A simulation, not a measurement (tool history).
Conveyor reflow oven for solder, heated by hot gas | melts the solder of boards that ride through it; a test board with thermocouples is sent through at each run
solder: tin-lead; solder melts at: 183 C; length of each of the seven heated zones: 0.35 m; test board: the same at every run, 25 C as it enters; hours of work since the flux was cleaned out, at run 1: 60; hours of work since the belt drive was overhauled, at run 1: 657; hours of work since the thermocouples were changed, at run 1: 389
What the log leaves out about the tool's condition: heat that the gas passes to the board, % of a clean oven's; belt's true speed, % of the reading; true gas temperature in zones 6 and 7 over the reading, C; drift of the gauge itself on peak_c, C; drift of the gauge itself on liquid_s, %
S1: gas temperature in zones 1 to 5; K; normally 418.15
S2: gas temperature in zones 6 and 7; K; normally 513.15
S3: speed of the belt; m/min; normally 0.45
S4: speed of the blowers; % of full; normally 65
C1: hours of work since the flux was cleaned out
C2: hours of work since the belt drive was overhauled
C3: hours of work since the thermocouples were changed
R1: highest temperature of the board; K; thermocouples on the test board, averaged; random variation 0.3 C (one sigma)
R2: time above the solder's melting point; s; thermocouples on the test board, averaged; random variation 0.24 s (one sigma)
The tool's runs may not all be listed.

| run | day | S1 | S2 | S3 | S4 | C1 | C2 | C3 | R1 | R2 |
|---|---|---|---|---|---|---|---|---|---|---|
| 1 | 0 | 418.15 | 513.15 | 0.45 | 65 | 60 | 657 | 389 | 498.45 | 80.2 |
| 2 | 2.508 | 418.15 | 513.15 | 0.45 | 65 | 92 | 690 | 421 | 498.35 | 79.9 |
| 3 | 3.904 | 418.15 | 513.15 | 0.45 | 65 | 110 | 708 | 440 | 498.45 | 79.7 |
| 4 | 5.992 | 418.15 | 513.15 | 0.422 | 65 | 138 | 735 | 467 | 499.65 | 87.1 |
| 5 | 9.262 | 418.15 | 521.15 | 0.422 | 65 | 180 | 777 | 509 | 507.55 | 91.5 |
| 6 | 11.033 | 418.15 | 521.15 | 0.422 | 65 | 203 | 800 | 532 | 507.15 | 91.7 |
| 7 | 12.433 | 418.15 | 513.15 | 0.45 | 65 | 221 | 819 | 550 | 497.65 | 80 |
| 8 | 15.567 | 418.15 | 513.15 | 0.45 | 65 | 262 | 859 | 591 | 498.05 | 79.7 |
| 9 | 17.729 | 418.15 | 513.15 | 0.45 | 65 | 290 | 887 | 619 | 498.15 | 79.7 |
| 10 | 20.554 | 427.15 | 524.15 | 0.45 | 65 | 327 | 924 | 656 | 510.05 | 90.9 |
|  | 20.825 | thermocouples of zones 6 and 7 changed |
|  | 23.067 | flux residue cleaned out of gas plates and filters |
| 11 | 24.038 | 409.15 | 513.15 | 0.45 | 65 | 13 | 966 | 39 | 496.05 | 75 |
| 12 | 26.888 | 418.15 | 525.15 | 0.42 | 65 | 50 | 1003 | 76 | 511.15 | 94.7 |

Predict the results of run 13:
| 13 | 29.754 | 418.15 | 525.15 | 0.411 | 68 | 87 | 1040 | 113 | ? | ? |

R1: 512.15 K
R2: 97.3 s
The same run, on a tool lacking any hidden state, would have yielded R1 512.25 K, R2 97.2 s.
